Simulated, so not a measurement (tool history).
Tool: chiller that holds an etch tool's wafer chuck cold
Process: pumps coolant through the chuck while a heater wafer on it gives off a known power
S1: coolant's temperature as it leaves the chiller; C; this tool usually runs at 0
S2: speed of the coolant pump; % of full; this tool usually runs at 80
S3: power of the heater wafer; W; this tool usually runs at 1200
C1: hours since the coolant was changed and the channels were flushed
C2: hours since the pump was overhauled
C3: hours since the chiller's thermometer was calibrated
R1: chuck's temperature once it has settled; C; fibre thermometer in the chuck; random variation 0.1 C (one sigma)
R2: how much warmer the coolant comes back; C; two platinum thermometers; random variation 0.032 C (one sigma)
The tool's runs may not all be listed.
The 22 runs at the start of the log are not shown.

run    hour  S1   S2    S3    C1    C2    C3    R1    R2
 23  3466.8  -2   66  1021  3383  7909   961  11.8  4.23
 24  3565.6  -2   66  1021  3482  8008  1059  11.6  4.23
     3610.9  -- coolant pump overhauled
 25  3705.4  -2   99  1021  3617    94  1194   7.4  2.74
 26  3920.1  -2   61  1021  3831   309  1409  12.7  4.57
 27  4026.6  -2   61  1021  3938   416  1516  12.8  4.60
     4227.9  -- coolant changed, channels flushed
 28  4227.9  -2   61  1021     0   611  1711  12.6  4.65
 29  4382.7  -2   61  1021   155   766  1866  12.6  4.66
 30  4519.4   6  100  1200   291   903  2002  17.0  3.30
 31  4700.2   6  100  1200   472  1083  2183  17.0  3.32

What if the next run were any one of these 4? Each begins from the tool's condition after run 31:
     4894.4  -- gauge calibrated
  A  4912.7  -1  100  1566  685  1296  2396   ?   ?
     4894.4  -- gauge calibrated
  B  4912.7   4   82  1161  685  1296  2396   ?   ?
     4894.4  -- gauge calibrated
  C  4912.7   0   98  1200  685  1296  2396   ?   ?
     4894.4  -- gauge calibrated
  D  4912.7   0   80  1104  685  1296  2396   ?   ?

run    R1    R2
  A  13.2  4.10
  B  16.6  3.75
  C  11.3  3.19
  D  12.3  3.66
Without the tool's hidden state the same runs would have given:
run    R1    R2
  A  13.2  4.09
  B  16.6  3.74
  C  11.3  3.19
  D  12.3  3.66

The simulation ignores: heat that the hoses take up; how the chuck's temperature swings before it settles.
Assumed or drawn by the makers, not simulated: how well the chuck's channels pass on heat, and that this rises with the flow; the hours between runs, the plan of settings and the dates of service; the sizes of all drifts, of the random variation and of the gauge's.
